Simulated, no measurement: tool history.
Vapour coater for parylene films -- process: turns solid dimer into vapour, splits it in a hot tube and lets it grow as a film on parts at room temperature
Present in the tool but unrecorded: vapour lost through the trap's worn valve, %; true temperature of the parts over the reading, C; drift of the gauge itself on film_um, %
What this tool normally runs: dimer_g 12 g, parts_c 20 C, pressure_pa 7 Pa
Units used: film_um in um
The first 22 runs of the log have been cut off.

run   hour  dimer_g  parts_c  pressure_pa  hours of work since the trap's valve was overhauled  hours of work since the table's thermometer was calibrated  film_um
 23  258.5       10       30            7                                                  214                                                         332     2.28
 24  266.9        5       26         8.61                                                  219                                                         337     1.22
 25  280.5        6       15          2.2                                                  226                                                         344     2.55
 26  291.5       18       19         6.29                                                  232                                                         350     5.37
     305.1  -- trap's valve overhauled
 27  305.5       18       20         9.91                                                    0                                                         356     5.37
 28  318.6       18       20         9.91                                                    7                                                         363     5.34
 29  331.2        6       19         8.05                                                   14                                                         370     1.89
 30  342.5        9       20         4.18                                                   20                                                         376     3.23
 31  350.2        5       31            7                                                   25                                                         380     1.21
 32  358.6        5       31            7                                                   29                                                         385     1.22
 33  370.5       12       15            7                                                   36                                                         391     4.26
 34  383.3       12       15            7                                                   43                                                         398     4.27
 35  393.7        5       15         2.98                                                   48                                                         404     2.18
 36  403.9        5       15         2.98                                                   54                                                         409     2.15
 37    419        5       15         2.98                                                   62                                                         418     2.14

Predict each of these 4 candidate next runs independently; none follows another, all start after run 37:
  A  430.1       16       12         3.82                                                   68                                                         424        ?
  B  430.1        7       20          4.1                                                   68                                                         424        ?
  C  430.1        5       27         2.98                                                   68                                                         424        ?
  D  430.1       10       12         2.28                                                   68                                                         424        ?

run  film_um
  A     6.98
  B     2.51
  C      1.6
  D     4.91
The same runs, with their run-to-run variation unchanged, on a tool lacking any hidden condition would have given:
run  film_um
  A      7.2
  B     2.59
  C     1.65
  D     5.06
